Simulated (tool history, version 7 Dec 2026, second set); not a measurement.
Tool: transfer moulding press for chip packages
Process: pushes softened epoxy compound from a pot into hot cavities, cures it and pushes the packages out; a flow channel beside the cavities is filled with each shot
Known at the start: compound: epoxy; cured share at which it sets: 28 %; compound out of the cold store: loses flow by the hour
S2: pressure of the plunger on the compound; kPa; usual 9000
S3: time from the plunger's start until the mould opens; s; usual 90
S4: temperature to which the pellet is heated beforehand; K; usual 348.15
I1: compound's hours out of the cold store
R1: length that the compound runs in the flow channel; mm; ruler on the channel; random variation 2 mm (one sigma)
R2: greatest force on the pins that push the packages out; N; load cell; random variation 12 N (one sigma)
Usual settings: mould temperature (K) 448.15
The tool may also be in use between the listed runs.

{"run": 1, "hour": 0.0, "mould temperature (K)": 448.15, "S2": 9000, "S3": 90, "S4": 348.15, "I1": 16.4, "R1": 663, "R2": 953}
{"hour": 31.6, "done": "cavities cleaned with cleaning compound and waxed"}
{"run": 2, "hour": 31.6, "mould temperature (K)": 448.15, "S2": 9000, "S3": 90, "S4": 348.15, "I1": 19.6, "R1": 646, "R2": 1209}
{"run": 3, "hour": 61.5, "mould temperature (K)": 448.15, "S2": 9000, "S3": 90, "S4": 348.15, "I1": 22.5, "R1": 633, "R2": 1181}
{"hour": 114.5, "done": "cavities cleaned with cleaning compound and waxed"}
{"run": 4, "hour": 114.5, "mould temperature (K)": 448.15, "S2": 9000, "S3": 90, "S4": 348.15, "I1": 28.5, "R1": 608, "R2": 609}
{"run": 5, "hour": 154.1, "mould temperature (K)": 448.15, "S2": 9000, "S3": 90, "S4": 348.15, "I1": 35.5, "R1": 583, "R2": 912}
{"hour": 199.4, "done": "cavities cleaned with cleaning compound and waxed"}
{"run": 6, "hour": 210.5, "mould temperature (K)": 448.15, "S2": 9000, "S3": 90, "S4": 343.15, "I1": 31.6, "R1": 592, "R2": 707}
{"run": 7, "hour": 264.5, "mould temperature (K)": 448.15, "S2": 9000, "S3": 90, "S4": 343.15, "I1": 13.0, "R1": 657, "R2": 1054}
{"hour": 283.0, "done": "cavities cleaned with cleaning compound and waxed"}
{"run": 8, "hour": 329.7, "mould temperature (K)": 450.15, "S2": 9000, "S3": 90, "S4": 348.15, "I1": 12.0, "R1": 651, "R2": 873}
{"hour": 353.9, "done": "plunger's sealing rings changed"}
{"hour": 370.6, "done": "cavities cleaned with cleaning compound and waxed"}
{"run": 9, "hour": 378.2, "mould temperature (K)": 448.15, "S2": 9000, "S3": 90, "S4": 348.15, "I1": 19.6, "R1": 665, "R2": 664}
{"hour": 385.2, "done": "cavities cleaned with cleaning compound and waxed, once more"}
{"run": 10, "hour": 411.8, "mould temperature (K)": 448.15, "S2": 9000, "S3": 90, "S4": 348.15, "I1": 30.1, "R1": 625, "R2": 805}
{"hour": 469.7, "done": "cavities cleaned with cleaning compound and waxed"}
{"run": 11, "hour": 478.4, "mould temperature (K)": 448.15, "S2": 9000, "S3": 90, "S4": 355.15, "I1": 40.0, "R1": 586, "R2": 647}
{"run": 12, "hour": 540.1, "mould temperature (K)": 448.15, "S2": 9000, "S3": 90, "S4": 348.15, "I1": 42.3, "R1": 574, "R2": 1040}
{"hour": 551.8, "done": "cavities cleaned with cleaning compound and waxed"}
{"run": 13, "hour": 605.9, "mould temperature (K)": 448.15, "S2": 9000, "S3": 90, "S4": 346.15, "I1": 24.4, "R1": 637, "R2": 1000}
{"hour": 637.0, "done": "cavities cleaned with cleaning compound and waxed"}
{"run": 14, "hour": 637.0, "mould temperature (K)": 448.15, "S2": 9000, "S3": 90, "S4": 348.15, "I1": 8.5, "R1": 696, "R2": 624}
{"hour": 643.7, "done": "mould's thermocouples calibrated"}
{"run": 15, "hour": 705.9, "mould temperature (K)": 448.15, "S2": 9000, "S3": 90, "S4": 348.15, "I1": 39.0, "R1": 575, "R2": 942}
{"hour": 722.3, "done": "cavities cleaned with cleaning compound and waxed"}
{"run": 16, "hour": 756.0, "mould temperature (K)": 448.15, "S2": 9000, "S3": 90, "S4": 348.15, "I1": 34.0, "R1": 587, "R2": 833}
{"run": 17, "hour": 799.3, "mould temperature (K)": 448.15, "S2": 9000, "S3": 90, "S4": 348.15, "I1": 35.2, "R1": 582, "R2": 1002}
{"hour": 804.9, "done": "cavities cleaned with cleaning compound and waxed"}
{"run": 18, "hour": 831.6, "mould temperature (K)": 455.15, "S2": 8830, "S3": 79, "S4": 348.15, "I1": 32.1, "R1": 566, "R2": 701}
{"run": 19, "hour": 876.7, "mould temperature (K)": 451.15, "S2": 9000, "S3": 110, "S4": 348.15, "I1": 22.4, "R1": 613, "R2": 802}
{"hour": 887.3, "done": "cavities cleaned with cleaning compound and waxed"}
{"run": 20, "hour": 931.7, "mould temperature (K)": 451.15, "S2": 9000, "S3": 110, "S4": 348.15, "I1": 47.4, "R1": 528, "R2": 706}
{"hour": 971.0, "done": "cavities cleaned with cleaning compound and waxed"}
{"run": 21, "hour": 992.0, "mould temperature (K)": 448.15, "S2": 9000, "S3": 76, "S4": 348.15, "I1": 43.4, "R1": 549, "R2": 983}
{"hour": 1010.4, "done": "plunger's sealing rings changed"}
{"hour": 1056.5, "done": "cavities cleaned with cleaning compound and waxed"}
{"run": 22, "hour": 1063.3, "mould temperature (K)": 454.15, "S2": 9000, "S3": 82, "S4": 348.15, "I1": 42.6, "R1": 560, "R2": 530}
{"run": 23, "hour": 1128.1, "mould temperature (K)": 454.15, "S2": 9000, "S3": 82, "S4": 348.15, "I1": 38.0, "R1": 575, "R2": 875}
{"hour": 1140.2, "done": "cavities cleaned with cleaning compound and waxed"}
{"run": 24, "hour": 1170.8, "mould temperature (K)": 449.15, "S2": 9440, "S3": 101, "S4": 357.15, "I1": 27.3, "R1": 634, "R2": 682}
{"run": 25, "hour": 1214.8, "mould temperature (K)": 449.15, "S2": 9440, "S3": 111, "S4": 357.15, "I1": 34.5, "R1": 611, "R2": 865}
{"hour": 1226.7, "done": "cavities cleaned with cleaning compound and waxed"}
{"run": 26, "hour": 1279.8, "mould temperature (K)": 441.15, "S2": 10030, "S3": 90, "S4": 348.15, "I1": 43.6, "R1": 618, "R2": 1550}
{"hour": 1309.3, "done": "cavities cleaned with cleaning compound and waxed"}
{"run": 27, "hour": 1309.7, "mould temperature (K)": 441.15, "S2": 7610, "S3": 90, "S4": 348.15, "I1": 24.4, "R1": 603, "R2": 999}
{"run": 28, "hour": 1371.7, "mould temperature (K)": 450.15, "S2": 9000, "S3": 90, "S4": 348.15, "I1": 43.1, "R1": 557, "R2": 876}

Measured less the same run without the tool's hidden state. The same run-to-run variation is in both; the gauge's scatter may not be:
The hidden state here: true mould temperature over the reading, C; pressure that reaches the compound, % of what is set; grip of the stained cavities, % over clean ones'; drift of the gauge itself on flow_mm, %; drift of the gauge itself on push_out_n, %.
run=1 R1=-17 R2=+363
run=2 R1=-18 R2=+630
run=3 R1=-20 R2=+628
run=4 R1=-23 R2=+24
run=5 R1=-24 R2=+341
run=6 R1=-27 R2=+126
run=7 R1=-33 R2=+479
run=8 R1=-36 R2=+353
run=9 R1=+0 R2=+95
run=10 R1=-1 R2=+249
run=11 R1=-5 R2=+105
run=12 R1=-8 R2=+483
run=13 R1=-11 R2=+426
run=14 R1=-14 R2=+41
run=15 R1=-18 R2=+410
run=16 R1=-21 R2=+269
run=17 R1=-23 R2=+450
run=18 R1=-24 R2=+208
run=19 R1=-28 R2=+358
run=20 R1=-27 R2=+260
run=21 R1=-31 R2=+261
run=22 R1=-3 R2=+56
run=23 R1=-6 R2=+390
run=24 R1=-9 R2=+211
run=25 R1=-11 R2=+388
run=26 R1=-14 R2=+655
run=27 R1=-15 R2=+47
run=28 R1=-18 R2=+376
